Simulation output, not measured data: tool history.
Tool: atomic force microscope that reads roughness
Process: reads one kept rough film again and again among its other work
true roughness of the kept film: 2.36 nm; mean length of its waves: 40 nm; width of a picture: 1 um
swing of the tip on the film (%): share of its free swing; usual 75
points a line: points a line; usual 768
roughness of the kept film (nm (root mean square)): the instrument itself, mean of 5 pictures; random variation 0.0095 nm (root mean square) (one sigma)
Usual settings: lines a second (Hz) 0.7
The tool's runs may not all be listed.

| run | day | lines a second (Hz) | swing of the tip on the film (%) | points a line | roughness of the kept film (nm (root mean square)) |
|---|---|---|---|---|---|
| 1 | 0 | 0.7 | 75 | 768 | 1.933 |
| 2 | 0.412 | 0.7 | 75 | 768 | 1.92 |
| 3 | 0.646 | 0.7 | 75 | 768 | 1.914 |
| 4 | 1.021 | 0.7 | 75 | 768 | 1.897 |
| 5 | 1.342 | 0.7 | 75 | 768 | 1.9 |
| 6 | 1.633 | 0.7 | 75 | 768 | 1.898 |
| 7 | 1.912 | 0.7 | 75 | 768 | 1.892 |
|  | 2.188 | new tip fitted |
| 8 | 2.196 | 0.7 | 75 | 715 | 2.138 |
| 9 | 2.583 | 0.7 | 75 | 715 | 2.123 |
| 10 | 3.017 | 0.7 | 75 | 724 | 2.086 |
| 11 | 3.358 | 0.7 | 75 | 724 | 2.098 |
| 12 | 3.6 | 0.7 | 75 | 724 | 2.088 |
| 13 | 3.85 | 0.7 | 75 | 724 | 2.082 |
| 14 | 4.229 | 0.7 | 75 | 724 | 2.081 |
| 15 | 4.675 | 0.7 | 68 | 768 | 2.091 |
| 16 | 5.067 | 0.7 | 68 | 563 | 2.08 |
| 17 | 5.367 | 0.7 | 77 | 768 | 2.032 |
| 18 | 5.558 | 0.614 | 75 | 768 | 2.051 |
| 19 | 5.825 | 0.614 | 75 | 768 | 2.038 |
| 20 | 6.221 | 0.614 | 75 | 768 | 2.034 |
| 21 | 6.512 | 0.614 | 75 | 768 | 2.022 |
| 22 | 6.954 | 0.614 | 75 | 768 | 2.009 |
| 23 | 7.379 | 2.077 | 75 | 286 | 1.84 |
| 24 | 7.838 | 0.7 | 62 | 1023 | 2.011 |
| 25 | 8.158 | 0.7 | 62 | 1023 | 2.01 |
| 26 | 8.392 | 0.7 | 62 | 1023 | 2.01 |
| 27 | 8.854 | 0.535 | 71 | 490 | 1.993 |
| 28 | 9.3 | 0.535 | 71 | 490 | 1.976 |
| 29 | 9.588 | 0.535 | 71 | 490 | 1.958 |
| 30 | 9.929 | 0.535 | 71 | 490 | 1.954 |
| 31 | 10.288 | 2.361 | 61 | 673 | 1.889 |
| 32 | 10.5 | 2.361 | 61 | 673 | 1.881 |
| 33 | 10.929 | 2.361 | 61 | 673 | 1.857 |
| 34 | 11.296 | 2.58 | 75 | 768 | 1.718 |
| 35 | 11.496 | 1.212 | 60 | 410 | 1.901 |
| 36 | 11.862 | 0.914 | 60 | 410 | 1.906 |
|  | 12.1 | new tip fitted |
| 37 | 12.188 | 0.708 | 82 | 562 | 2.107 |
| 38 | 12.65 | 0.51 | 60 | 415 | 2.193 |
| 39 | 12.875 | 2.31 | 87 | 986 | 1.78 |
| 40 | 13.112 | 2.285 | 63 | 780 | 2.054 |
| 41 | 13.488 | 0.7 | 72 | 901 | 2.111 |
| 42 | 13.754 | 0.7 | 72 | 901 | 2.088 |
| 43 | 14.046 | 0.843 | 72 | 262 | 2.064 |
| 44 | 14.488 | 0.843 | 72 | 262 | 2.047 |

Forecast each of these 3 alternatives for the next run:
| A | 14.783 | 0.762 | 58 | 609 | ? |
| B | 14.783 | 1.547 | 75 | 659 | ? |
| C | 14.783 | 1.878 | 75 | 768 | ? |

| run | roughness of the kept film (nm (root mean square)) |
|---|---|
| A | 2.106 |
| B | 1.977 |
| C | 1.94 |
Without the tool's hidden state the same runs would have given:
| run | roughness of the kept film (nm (root mean square)) |
|---|---|
| A | 2.194 |
| B | 2.058 |
| C | 2.02 |

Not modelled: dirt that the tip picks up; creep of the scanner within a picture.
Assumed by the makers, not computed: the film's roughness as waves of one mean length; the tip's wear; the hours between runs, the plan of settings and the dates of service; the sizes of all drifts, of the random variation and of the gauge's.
